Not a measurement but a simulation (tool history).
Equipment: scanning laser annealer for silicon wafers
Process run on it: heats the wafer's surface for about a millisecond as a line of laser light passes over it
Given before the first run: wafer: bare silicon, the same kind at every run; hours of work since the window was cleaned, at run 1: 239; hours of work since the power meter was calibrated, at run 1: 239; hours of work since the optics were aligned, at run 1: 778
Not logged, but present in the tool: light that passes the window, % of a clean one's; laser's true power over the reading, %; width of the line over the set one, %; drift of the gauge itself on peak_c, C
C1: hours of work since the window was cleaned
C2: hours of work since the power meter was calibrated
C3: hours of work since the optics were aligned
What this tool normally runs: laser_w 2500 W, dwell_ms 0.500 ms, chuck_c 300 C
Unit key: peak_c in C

Run 1, hour 0.0: usual settings; C1 239; C2 239; C3 778. Result: peak_c 1039 C.
Run 2, hour 24.9: usual settings; C1 253; C2 253; C3 793. Result: peak_c 1038 C.
Run 3, hour 61.3: usual settings; C1 274; C2 274; C3 813. Result: peak_c 1039 C.
Run 4, hour 91.3: usual settings; C1 291; C2 291; C3 830. Result: peak_c 1037 C.
Run 5, hour 148.4: usual settings but dwell_ms 0.535 ms; C1 323; C2 323; C3 863. Result: peak_c 1057 C.
Run 6, hour 203.3: usual settings but laser_w 2348 W; C1 354; C2 354; C3 894. Result: peak_c 982 C.
Run 7, hour 231.1: usual settings but laser_w 2488 W; C1 370; C2 370; C3 909. Result: peak_c 1026 C.
At hour 249.6: optics aligned, line set to its width.
Run 8, hour 287.8: usual settings; C1 399; C2 399; C3 22. Result: peak_c 1054 C.
Run 9, hour 317.9: usual settings; C1 416; C2 416; C3 39. Result: peak_c 1050 C.
Run 10, hour 345.2: usual settings; C1 432; C2 432; C3 54. Result: peak_c 1053 C.
Run 11, hour 375.1: usual settings; C1 449; C2 449; C3 71. Result: peak_c 1044 C.
Run 12, hour 431.4: usual settings but laser_w 2506 W; C1 481; C2 481; C3 103. Result: peak_c 1045 C.
Run 13, hour 486.8: usual settings but laser_w 2506 W; C1 512; C2 512; C3 134. Result: peak_c 1048 C.
Run 14, hour 530.7: usual settings but laser_w 2722 W; C1 537; C2 537; C3 159. Result: peak_c 1112 C.
Run 15, hour 585.6: usual settings but chuck_c 336 C; C1 568; C2 568; C3 191. Result: peak_c 1073 C.
Run 16, hour 625.1: usual settings but chuck_c 336 C; C1 591; C2 591; C3 213. Result: peak_c 1075 C.
Run 17, hour 673.4: usual settings but chuck_c 322 C; C1 618; C2 618; C3 240. Result: peak_c 1054 C.
Run 18, hour 719.0: usual settings but laser_w 2308 W, chuck_c 322 C; C1 644; C2 644; C3 266. Result: peak_c 993 C.
Run 19, hour 751.4: usual settings but laser_w 2281 W, chuck_c 322 C; C1 662; C2 662; C3 285. Result: peak_c 982 C.
Run 20, hour 781.2: usual settings but laser_w 2281 W, chuck_c 322 C; C1 679; C2 679; C3 301. Result: peak_c 982 C.
Run 21, hour 810.9: usual settings but laser_w 2281 W, chuck_c 322 C; C1 696; C2 696; C3 318. Result: peak_c 984 C.
Run 22, hour 861.0: usual settings but dwell_ms 0.569 ms, chuck_c 261 C; C1 724; C2 724; C3 347. Result: peak_c 1037 C.
Run 23, hour 913.2: usual settings but laser_w 2372 W, dwell_ms 0.466 ms, chuck_c 289 C; C1 754; C2 754; C3 376. Result: peak_c 948 C.
Run 24, hour 937.3: usual settings but laser_w 2372 W, dwell_ms 0.466 ms, chuck_c 289 C; C1 768; C2 768; C3 390. Result: peak_c 945 C.
Run 25, hour 984.0: usual settings but laser_w 2684 W, dwell_ms 0.416 ms, chuck_c 264 C; C1 794; C2 794; C3 416. Result: peak_c 981 C.
Run 26, hour 1033.6: usual settings but laser_w 2684 W, dwell_ms 0.416 ms, chuck_c 264 C; C1 822; C2 822; C3 445. Result: peak_c 974 C.
Run 27, hour 1068.8: usual settings but chuck_c 309 C; C1 842; C2 842; C3 465. Result: peak_c 1026 C.
Run 28, hour 1110.0: usual settings but chuck_c 309 C; C1 865; C2 865; C3 488. Result: peak_c 1026 C.
At hour 1131.6: window over the wafer cleaned.
Run 29, hour 1142.9: usual settings but laser_w 2589 W, chuck_c 309 C; C1 6; C2 883; C3 505. Result: peak_c 1099 C.
Run 30, hour 1167.9: usual settings but chuck_c 340 C; C1 21; C2 897; C3 520. Result: peak_c 1098 C.
Run 31, hour 1192.5: usual settings but chuck_c 340 C; C1 35; C2 911; C3 533. Result: peak_c 1095 C.
Run 32, hour 1225.8: usual settings but laser_w 2280 W, dwell_ms 0.617 ms; C1 53; C2 930; C3 552. Result: peak_c 1053 C.
Run 33, hour 1261.1: usual settings but laser_w 2280 W, dwell_ms 0.617 ms; C1 73; C2 950; C3 572. Result: peak_c 1051 C.
Run 34, hour 1293.7: usual settings but dwell_ms 0.603 ms; C1 92; C2 968; C3 591. Result: peak_c 1127 C.
Run 35, hour 1340.1: usual settings but laser_w 2578 W, dwell_ms 0.410 ms, chuck_c 303 C; C1 118; C2 995; C3 617. Result: peak_c 1008 C.
Run 36, hour 1388.5: usual settings but laser_w 2188 W, dwell_ms 0.587 ms, chuck_c 303 C; C1 146; C2 1022; C3 645. Result: peak_c 998 C.
Run 37, hour 1413.7: usual settings but laser_w 2379 W, dwell_ms 0.379 ms, chuck_c 303 C; C1 160; C2 1037; C3 659. Result: peak_c 919 C.
Run 38, hour 1463.9: usual settings but dwell_ms 0.352 ms, chuck_c 303 C; C1 188; C2 1065; C3 687. Result: peak_c 930 C.
Run 39, hour 1487.6: usual settings but dwell_ms 0.352 ms, chuck_c 303 C; C1 202; C2 1078; C3 701. Result: peak_c 929 C.
Run 40, hour 1516.0: usual settings but dwell_ms 0.352 ms, chuck_c 303 C; C1 218; C2 1095; C3 717. Result: peak_c 931 C.

3 ways to go on from here, each from the tool as it stands after run 40. What would each give?
Run A, hour 1540.7: usual settings but laser_w 2297 W, dwell_ms 0.609 ms, chuck_c 303 C; C1 232; C2 1109; C3 731. Result: peak_c ?.
Run B, hour 1540.7: usual settings but laser_w 2127 W, dwell_ms 0.557 ms, chuck_c 301 C; C1 232; C2 1109; C3 731. Result: peak_c ?.
Run C, hour 1540.7: usual settings but chuck_c 272 C; C1 232; C2 1109; C3 731. Result: peak_c ?.

run  peak_c
  A    1044
  B     955
  C    1016
Without the tool's hidden state the same runs would have given:
run  peak_c
  A    1072
  B     979
  C    1044

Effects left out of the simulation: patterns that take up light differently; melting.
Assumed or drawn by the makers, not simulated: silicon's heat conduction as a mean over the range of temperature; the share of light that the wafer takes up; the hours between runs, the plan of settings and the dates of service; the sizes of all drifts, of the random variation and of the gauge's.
